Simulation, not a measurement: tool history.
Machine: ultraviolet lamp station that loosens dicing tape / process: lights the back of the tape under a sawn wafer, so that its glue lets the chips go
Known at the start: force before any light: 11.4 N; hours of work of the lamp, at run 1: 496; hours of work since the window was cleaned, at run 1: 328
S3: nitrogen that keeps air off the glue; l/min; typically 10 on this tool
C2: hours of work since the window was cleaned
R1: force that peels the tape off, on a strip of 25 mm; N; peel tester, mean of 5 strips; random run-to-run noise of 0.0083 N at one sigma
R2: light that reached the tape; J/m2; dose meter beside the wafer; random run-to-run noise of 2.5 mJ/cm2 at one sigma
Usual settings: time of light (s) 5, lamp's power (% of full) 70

run 1 day=0 | time_of_light_(s)=5 lamp's_power_(%_of_full)=70 S3=10 | hours_of_work_of_the_lamp=496 C2=328 | R1=0.337 R2=3120
run 2 day=1.167 | time_of_light_(s)=5 lamp's_power_(%_of_full)=70 S3=10 | hours_of_work_of_the_lamp=510 C2=341 | R1=0.325 R2=3090
-- day=1.342 window cleaned of glue's vapour
run 3 day=2.304 | time_of_light_(s)=5 lamp's_power_(%_of_full)=70 S3=10 | hours_of_work_of_the_lamp=523 C2=11 | R1=0.332 R2=3100
run 4 day=4.192 | time_of_light_(s)=5 lamp's_power_(%_of_full)=70 S3=10 | hours_of_work_of_the_lamp=544 C2=33 | R1=0.316 R2=3110
run 5 day=5.238 | time_of_light_(s)=5 lamp's_power_(%_of_full)=70 S3=10 | hours_of_work_of_the_lamp=556 C2=45 | R1=0.34 R2=3140
run 6 day=6.283 | time_of_light_(s)=3 lamp's_power_(%_of_full)=70 S3=10 | hours_of_work_of_the_lamp=568 C2=57 | R1=1.203 R2=1880
run 7 day=7.092 | time_of_light_(s)=3 lamp's_power_(%_of_full)=70 S3=10 | hours_of_work_of_the_lamp=578 C2=66 | R1=1.189 R2=1850
run 8 day=8.65 | time_of_light_(s)=3 lamp's_power_(%_of_full)=70 S3=10 | hours_of_work_of_the_lamp=596 C2=84 | R1=1.141 R2=1840
run 9 day=10.008 | time_of_light_(s)=3 lamp's_power_(%_of_full)=70 S3=10 | hours_of_work_of_the_lamp=611 C2=100 | R1=1.129 R2=1860
run 10 day=11.692 | time_of_light_(s)=3 lamp's_power_(%_of_full)=70 S3=10 | hours_of_work_of_the_lamp=631 C2=119 | R1=1.131 R2=1880
run 11 day=12.829 | time_of_light_(s)=3 lamp's_power_(%_of_full)=70 S3=10 | hours_of_work_of_the_lamp=644 C2=132 | R1=1.16 R2=1890
run 12 day=14.646 | time_of_light_(s)=3 lamp's_power_(%_of_full)=70 S3=10 | hours_of_work_of_the_lamp=664 C2=153 | R1=1.159 R2=1850
run 13 day=16.125 | time_of_light_(s)=3 lamp's_power_(%_of_full)=70 S3=10 | hours_of_work_of_the_lamp=682 C2=170 | R1=1.081 R2=1860
run 14 day=17.883 | time_of_light_(s)=3 lamp's_power_(%_of_full)=71 S3=6 | hours_of_work_of_the_lamp=702 C2=190 | R1=1.531 R2=1920
run 15 day=19.292 | time_of_light_(s)=3 lamp's_power_(%_of_full)=98 S3=6 | hours_of_work_of_the_lamp=718 C2=206 | R1=0.785 R2=2630
run 16 day=20.083 | time_of_light_(s)=5 lamp's_power_(%_of_full)=70 S3=15 | hours_of_work_of_the_lamp=727 C2=215 | R1=0.261 R2=3070
run 17 day=21.612 | time_of_light_(s)=5 lamp's_power_(%_of_full)=70 S3=15 | hours_of_work_of_the_lamp=745 C2=233 | R1=0.265 R2=3140
run 18 day=22.783 | time_of_light_(s)=5 lamp's_power_(%_of_full)=70 S3=10 | hours_of_work_of_the_lamp=758 C2=247 | R1=0.334 R2=3140
run 19 day=23.679 | time_of_light_(s)=5 lamp's_power_(%_of_full)=70 S3=10 | hours_of_work_of_the_lamp=768 C2=257 | R1=0.324 R2=3120
run 20 day=25.446 | time_of_light_(s)=2 lamp's_power_(%_of_full)=88 S3=10 | hours_of_work_of_the_lamp=789 C2=277 | R1=1.636 R2=1590
run 21 day=26.371 | time_of_light_(s)=2 lamp's_power_(%_of_full)=88 S3=10 | hours_of_work_of_the_lamp=799 C2=288 | R1=1.623 R2=1560
run 22 day=27.179 | time_of_light_(s)=2 lamp's_power_(%_of_full)=88 S3=13 | hours_of_work_of_the_lamp=809 C2=297 | R1=1.419 R2=1590
run 23 day=28.371 | time_of_light_(s)=7 lamp's_power_(%_of_full)=70 S3=8 | hours_of_work_of_the_lamp=822 C2=311 | R1=0.188 R2=4370

Entry by entry between the runs, the difference in hidden state between the last listed run before and the first listed run after:
Between runs 2 and 3: window cleaned of glue's vapour (day 1.342)
  nothing in the hidden state changes from one run to the other
